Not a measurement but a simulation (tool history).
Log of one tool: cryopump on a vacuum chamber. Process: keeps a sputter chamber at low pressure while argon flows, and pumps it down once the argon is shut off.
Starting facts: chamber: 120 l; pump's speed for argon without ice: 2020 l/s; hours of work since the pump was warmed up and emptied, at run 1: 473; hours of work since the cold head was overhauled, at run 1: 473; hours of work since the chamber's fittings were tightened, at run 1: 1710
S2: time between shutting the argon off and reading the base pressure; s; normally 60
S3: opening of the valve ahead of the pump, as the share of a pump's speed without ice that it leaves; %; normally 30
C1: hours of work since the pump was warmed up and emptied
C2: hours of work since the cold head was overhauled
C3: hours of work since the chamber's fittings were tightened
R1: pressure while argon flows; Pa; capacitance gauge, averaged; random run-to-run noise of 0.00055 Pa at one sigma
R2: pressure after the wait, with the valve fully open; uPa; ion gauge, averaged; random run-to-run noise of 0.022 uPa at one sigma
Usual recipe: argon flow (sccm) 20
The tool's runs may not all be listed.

{"run": 1, "hour": 0.0, "argon flow (sccm)": 20, "S2": 60, "S3": 30, "C1": 473, "C2": 473, "C3": 1710, "R1": 0.0601, "R2": 0.98}
{"run": 2, "hour": 17.1, "argon flow (sccm)": 25, "S2": 60, "S3": 30, "C1": 484, "C2": 484, "C3": 1721, "R1": 0.075, "R2": 1.01}
{"run": 3, "hour": 38.6, "argon flow (sccm)": 20, "S2": 60, "S3": 29, "C1": 499, "C2": 499, "C3": 1735, "R1": 0.0606, "R2": 1}
{"run": 4, "hour": 62.4, "argon flow (sccm)": 20, "S2": 60, "S3": 29, "C1": 514, "C2": 514, "C3": 1751, "R1": 0.0623, "R2": 1.01}
{"run": 5, "hour": 95.9, "argon flow (sccm)": 20, "S2": 60, "S3": 29, "C1": 536, "C2": 536, "C3": 1773, "R1": 0.0622, "R2": 1.06}
{"run": 6, "hour": 120.3, "argon flow (sccm)": 20, "S2": 60, "S3": 29, "C1": 553, "C2": 553, "C3": 1789, "R1": 0.063, "R2": 1.01}
{"run": 7, "hour": 149.1, "argon flow (sccm)": 20, "S2": 60, "S3": 29, "C1": 572, "C2": 572, "C3": 1808, "R1": 0.0615, "R2": 1.02}
{"run": 8, "hour": 172.4, "argon flow (sccm)": 20, "S2": 60, "S3": 29, "C1": 587, "C2": 587, "C3": 1824, "R1": 0.0636, "R2": 1.05}

Estimate the outcome of run 9 from the log above:
{"run": 9, "hour": 194.2, "argon flow (sccm)": 20, "S2": 60, "S3": 29, "C1": 602, "C2": 602, "C3": 1838, "R1": "?", "R2": "?"}

R1: 0.0624 Pa
R2: 1.07 uPa
Minus the tool's unlogged condition, the same run would have read R1 0.057 Pa, R2 0.63 uPa.
